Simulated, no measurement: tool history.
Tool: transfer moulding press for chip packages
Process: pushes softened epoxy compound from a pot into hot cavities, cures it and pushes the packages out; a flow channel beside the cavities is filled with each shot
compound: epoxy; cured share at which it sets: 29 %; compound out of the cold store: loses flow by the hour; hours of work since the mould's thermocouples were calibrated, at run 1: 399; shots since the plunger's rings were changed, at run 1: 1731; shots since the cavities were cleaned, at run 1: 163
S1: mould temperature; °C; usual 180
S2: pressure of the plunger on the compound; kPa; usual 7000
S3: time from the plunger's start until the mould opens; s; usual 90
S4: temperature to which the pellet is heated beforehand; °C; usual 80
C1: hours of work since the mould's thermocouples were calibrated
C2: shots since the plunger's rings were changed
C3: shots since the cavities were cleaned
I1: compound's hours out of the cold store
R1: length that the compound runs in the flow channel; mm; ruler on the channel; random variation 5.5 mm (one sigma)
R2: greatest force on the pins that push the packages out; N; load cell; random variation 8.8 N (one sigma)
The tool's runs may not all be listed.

run     day   S1    S2   S3  S4   C1    C2   C3    I1   R1   R2
  1       0  180  7000   90  80  399  1731  163   8.2  861  500
  2   0.938  180  7000   90  80  411  1962  394    24  830  593
  3   1.571  180  7000   90  80  418  2118  550  13.6  851  649
  4   2.533  180  7000   74  80  430  2356  788  18.5  832  909
      3.067  -- cavities cleaned with cleaning compound and waxed
  5   3.146  180  7000   74  80  437  2492   20  22.2  829  577
  6   4.062  180  7000   90  80  449  2718  246  41.2  784  544
  7   4.767  180  7000   90  80  457  2892  420  24.5  814  612
  8   5.267  180  7000   90  80  464  3015  543  19.4  823  633
  9   6.008  180  7000   90  80  473  3198  726  16.8  829  679
      6.854  -- cavities cleaned with cleaning compound and waxed
 10   7.012  180  7000   90  80  485  3430   39  19.3  831  410
 11   7.838  180  7000   90  80  495  3633  242  29.1  803  539
 12   8.371  180  7000   90  80  501  3765  374  42.2  772  583
 13   9.233  180  7000   90  80  512  3978  587  21.6  805  654
 14   9.962  180  7000   90  80  521  4158  767  19.8  822  693
     10.617  -- cavities cleaned with cleaning compound and waxed
 15  11.108  176  7000   90  80  535  4425  121  10.8  845  586
 16  11.625  176  7000   90  80  541  4553  249   8.1  857  688
 17  12.617  176  7000   90  80  553  4798  494  33.6  797  766
     12.792  -- mould's thermocouples calibrated
 18  13.754  180  7300   90  80   12  5058  754  28.6  794  653
      14.45  -- cavities cleaned with cleaning compound and waxed
 19  14.679  180  7300   90  80   23  5271   58  41.1  770  410
 20  15.296  186  7300   90  80   30  5422  209  34.9  756  456
 21  15.967  174  7610  121  75   39  5588  375  18.6  864  547
 22  17.004  174  6350  121  75   52  5844  631  14.3  792  614
 23    17.9  182  7000   90  71   63  6065  852  40.5  749  630
     18.192  -- cavities cleaned with cleaning compound and waxed
     18.454  -- plunger's sealing rings changed
     18.612  -- mould's thermocouples calibrated, once more
 24  18.933  180  7000   90  86    4    98  137  42.5  798  488
 25  20.021  177  7000  111  80   18   367  406    33  836  574
 26  20.692  177  5920  111  77   26   532  571  45.2  740  605
 27  21.575  177  5920  111  77   37   750  789  30.8  769  650
     22.096  -- cavities cleaned with cleaning compound and waxed
 28  22.696  181  7790  127  90   50  1011  148  41.5  835  424
 29  23.458  181  7790  127  90   59  1199  336  24.8  883  497

Forecast each of these 3 alternatives for the next run:
  A  24.112  180  8770   80  82  68  1361  498  18.8   ?   ?
  B  24.112  181  8270  127  80  68  1361  498  35.7   ?   ?
  C  24.112  181  7790  109  88  68  1361  498  44.7   ?   ?

run   R1   R2
  A  948  761
  B  862  546
  C  830  556
Without the tool's hidden state the same runs would have given:
run   R1   R2
  A  963  469
  B  875  334
  C  842  340

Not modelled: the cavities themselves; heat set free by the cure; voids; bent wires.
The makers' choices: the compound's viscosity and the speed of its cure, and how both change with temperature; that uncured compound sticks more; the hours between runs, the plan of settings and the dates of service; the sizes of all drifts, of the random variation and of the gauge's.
